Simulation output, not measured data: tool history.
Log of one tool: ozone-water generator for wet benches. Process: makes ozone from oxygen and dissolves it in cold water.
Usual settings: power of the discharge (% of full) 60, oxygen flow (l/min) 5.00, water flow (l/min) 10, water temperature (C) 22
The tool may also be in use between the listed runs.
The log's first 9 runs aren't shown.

run	hour	power of the discharge (% of full)	oxygen flow (l/min)	water flow (l/min)	water temperature (C)	hours of work since the electrodes were changed	hours of work since the contactor was cleaned	hours of work since the thermometer was calibrated	dissolved ozone (ppm)	ozone in the gas ahead of the water (g/m3)
10	623.7	60	5.00	10	22	2097	6235	4366	21.7	194.3
# hour 636.8: water thermometer calibrated
11	685.0	60	5.00	10	26	2154	6292	46	19.9	196.0
12	740.1	60	5.00	10	22	2207	6345	98	21.6	194.9
13	804.0	60	5.00	10	22	2267	6405	158	21.5	195.9
14	885.2	60	5.00	10	22	2344	6482	235	21.6	195.9
15	948.1	60	5.00	10	17	2403	6541	294	23.8	195.6
16	1036.5	60	7.57	10	22	2487	6625	378	19.6	153.8
17	1091.9	60	7.57	10	22	2539	6677	430	19.3	153.8
18	1159.3	60	2.83	10	22	2603	6741	494	22.9	272.0
19	1246.4	60	2.83	10	22	2685	6823	576	23.4	271.0
20	1343.3	60	2.51	14	22	2777	6915	668	17.6	287.7
21	1397.9	60	4.65	10	27	2828	6966	719	19.5	202.6
22	1470.5	50	5.00	10	17	2897	7035	788	21.3	175.2
23	1542.5	69	3.50	10	22	2965	7103	856	24.2	255.9
24	1612.7	58	5.00	13	17	3031	7169	922	19.1	191.9
25	1661.3	60	3.08	10	17	3077	7215	968	25.2	254.8
26	1738.8	60	5.00	10	27	3150	7288	1041	19.1	192.5
27	1785.4	51	6.37	9	27	3194	7332	1085	17.3	155.2
28	1836.7	60	5.00	8	22	3243	7381	1134	24.3	191.8
29	1880.3	60	3.10	8	22	3284	7422	1175	26.3	252.4
30	1958.2	58	3.15	13	17	3358	7496	1249	19.9	246.3

Run 31 comes next. What will it give?
31	2056.5	50	4.74	10	22	3450	7588	1342	?	?

Run 31 gave dissolved ozone (ppm) 19.4, ozone in the gas ahead of the water (g/m3) 180.6.
Without the tool's hidden state the same run would have given dissolved ozone (ppm) 21.4, ozone in the gas ahead of the water (g/m3) 187.4.
